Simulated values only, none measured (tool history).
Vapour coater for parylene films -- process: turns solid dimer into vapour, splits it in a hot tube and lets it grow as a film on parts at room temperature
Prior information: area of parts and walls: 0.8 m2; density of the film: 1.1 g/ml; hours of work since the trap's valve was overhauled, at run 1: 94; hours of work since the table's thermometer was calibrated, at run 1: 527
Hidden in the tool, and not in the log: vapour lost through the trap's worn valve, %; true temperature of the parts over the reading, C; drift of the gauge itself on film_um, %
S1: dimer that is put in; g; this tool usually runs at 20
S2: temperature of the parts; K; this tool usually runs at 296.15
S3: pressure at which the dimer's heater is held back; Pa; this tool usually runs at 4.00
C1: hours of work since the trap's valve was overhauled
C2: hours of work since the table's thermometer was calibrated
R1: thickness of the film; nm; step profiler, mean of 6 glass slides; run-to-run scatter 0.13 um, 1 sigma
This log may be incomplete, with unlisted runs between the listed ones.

{"run": 1, "day": 0.0, "S1": 20, "S2": 296.15, "S3": 4.0, "C1": 94, "C2": 527, "R1": 14840}
{"run": 2, "day": 1.279, "S1": 20, "S2": 296.15, "S3": 4.0, "C1": 114, "C2": 547, "R1": 14520}
{"run": 3, "day": 2.767, "S1": 20, "S2": 296.15, "S3": 4.0, "C1": 137, "C2": 570, "R1": 14320}
{"run": 4, "day": 3.788, "S1": 30, "S2": 296.15, "S3": 4.0, "C1": 153, "C2": 586, "R1": 21030}
{"run": 5, "day": 5.217, "S1": 20, "S2": 296.15, "S3": 10.05, "C1": 175, "C2": 609, "R1": 12010}
{"run": 6, "day": 6.754, "S1": 9, "S2": 296.15, "S3": 4.0, "C1": 199, "C2": 633, "R1": 6190}
{"run": 7, "day": 7.608, "S1": 20, "S2": 296.15, "S3": 3.17, "C1": 213, "C2": 646, "R1": 14350}
{"day": 8.042, "done": "trap's valve overhauled"}
{"run": 8, "day": 8.762, "S1": 20, "S2": 296.15, "S3": 3.17, "C1": 11, "C2": 662, "R1": 16140}
{"run": 9, "day": 9.508, "S1": 27, "S2": 298.15, "S3": 6.03, "C1": 23, "C2": 673, "R1": 18360}
{"run": 10, "day": 10.696, "S1": 9, "S2": 299.15, "S3": 2.33, "C1": 42, "C2": 692, "R1": 6800}
{"run": 11, "day": 12.258, "S1": 30, "S2": 300.15, "S3": 8.64, "C1": 66, "C2": 716, "R1": 18030}
{"run": 12, "day": 13.204, "S1": 23, "S2": 289.15, "S3": 6.27, "C1": 81, "C2": 731, "R1": 19050}
{"run": 13, "day": 14.746, "S1": 23, "S2": 291.15, "S3": 8.54, "C1": 105, "C2": 756, "R1": 17060}
{"run": 14, "day": 16.283, "S1": 23, "S2": 291.15, "S3": 8.54, "C1": 129, "C2": 780, "R1": 17020}
{"run": 15, "day": 17.108, "S1": 20, "S2": 296.15, "S3": 3.12, "C1": 142, "C2": 793, "R1": 14840}

Here are 5 independent what-if runs from the current tool condition. What would each one return?
{"run": "A", "day": 18.029, "S1": 20, "S2": 294.15, "S3": 5.3, "C1": 157, "C2": 807, "R1": "?"}
{"run": "B", "day": 18.029, "S1": 20, "S2": 305.15, "S3": 3.89, "C1": 157, "C2": 807, "R1": "?"}
{"run": "C", "day": 18.029, "S1": 25, "S2": 303.15, "S3": 2.62, "C1": 157, "C2": 807, "R1": "?"}
{"run": "D", "day": 18.029, "S1": 25, "S2": 304.15, "S3": 2.25, "C1": 157, "C2": 807, "R1": "?"}
{"run": "E", "day": 18.029, "S1": 23, "S2": 308.15, "S3": 5.16, "C1": 157, "C2": 807, "R1": "?"}

run=A R1=14340
run=B R1=11260
run=C R1=15720
run=D R1=15790
run=E R1=11210
With the hidden condition removed and each run's random variation left untouched, the same runs would have given:
run=A R1=15900
run=B R1=12490
run=C R1=17420
run=D R1=17500
run=E R1=12420
